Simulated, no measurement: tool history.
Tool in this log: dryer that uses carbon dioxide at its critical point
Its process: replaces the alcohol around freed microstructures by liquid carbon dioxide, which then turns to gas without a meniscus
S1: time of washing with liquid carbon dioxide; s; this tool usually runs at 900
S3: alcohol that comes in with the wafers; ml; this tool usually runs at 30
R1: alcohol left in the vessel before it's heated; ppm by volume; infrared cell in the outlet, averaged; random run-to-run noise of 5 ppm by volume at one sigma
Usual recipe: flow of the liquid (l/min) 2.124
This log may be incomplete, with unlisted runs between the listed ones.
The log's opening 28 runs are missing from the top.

{"run": 29, "day": 56.15, "S1": 900, "flow of the liquid (l/min)": 1.63, "S3": 104, "R1": 128}
{"run": 30, "day": 58.921, "S1": 900, "flow of the liquid (l/min)": 2.21, "S3": 54, "R1": 44}
{"run": 31, "day": 61.425, "S1": 540, "flow of the liquid (l/min)": 1.56, "S3": 54, "R1": 585}
{"run": 32, "day": 63.271, "S1": 540, "flow of the liquid (l/min)": 1.56, "S3": 54, "R1": 584}
{"run": 33, "day": 64.521, "S1": 1200, "flow of the liquid (l/min)": 1.56, "S3": 47, "R1": 52}
{"run": 34, "day": 65.879, "S1": 1200, "flow of the liquid (l/min)": 1.56, "S3": 47, "R1": 60}
{"day": 68.008, "done": "inlet filter changed"}
{"run": 35, "day": 68.75, "S1": 1320, "flow of the liquid (l/min)": 1.56, "S3": 47, "R1": 47}
{"run": 36, "day": 71.692, "S1": 900, "flow of the liquid (l/min)": 2.124, "S3": 29, "R1": 52}
{"run": 37, "day": 73.162, "S1": 900, "flow of the liquid (l/min)": 2.67, "S3": 54, "R1": 52}
{"run": 38, "day": 75.088, "S1": 900, "flow of the liquid (l/min)": 2.67, "S3": 33, "R1": 44}
{"run": 39, "day": 76.692, "S1": 900, "flow of the liquid (l/min)": 1.74, "S3": 63, "R1": 89}
{"run": 40, "day": 78.854, "S1": 900, "flow of the liquid (l/min)": 1.8, "S3": 86, "R1": 98}
{"run": 41, "day": 81.129, "S1": 660, "flow of the liquid (l/min)": 1.91, "S3": 87, "R1": 211}
{"run": 42, "day": 83.6, "S1": 660, "flow of the liquid (l/min)": 1.91, "S3": 87, "R1": 218}
{"run": 43, "day": 86.296, "S1": 540, "flow of the liquid (l/min)": 1.91, "S3": 21, "R1": 150}
{"run": 44, "day": 88.1, "S1": 900, "flow of the liquid (l/min)": 2.124, "S3": 51, "R1": 65}
{"run": 45, "day": 90.517, "S1": 720, "flow of the liquid (l/min)": 2.09, "S3": 28, "R1": 85}
{"run": 46, "day": 92.471, "S1": 720, "flow of the liquid (l/min)": 2.09, "S3": 28, "R1": 85}
{"run": 47, "day": 93.917, "S1": 720, "flow of the liquid (l/min)": 2.09, "S3": 28, "R1": 83}
{"run": 48, "day": 95.254, "S1": 900, "flow of the liquid (l/min)": 2.1, "S3": 23, "R1": 80}

Predict each of these 3 candidate next runs independently; none follows another, all start after run 48:
{"run": "A", "day": 96.704, "S1": 900, "flow of the liquid (l/min)": 2.48, "S3": 46, "R1": "?"}
{"run": "B", "day": 96.704, "S1": 1140, "flow of the liquid (l/min)": 2.124, "S3": 57, "R1": "?"}
{"run": "C", "day": 96.704, "S1": 900, "flow of the liquid (l/min)": 2.57, "S3": 47, "R1": "?"}

run=A R1=79
run=B R1=69
run=C R1=71
What these runs would have given with no unlogged condition in the tool:
run=A R1=11
run=B R1=4
run=C R1=4
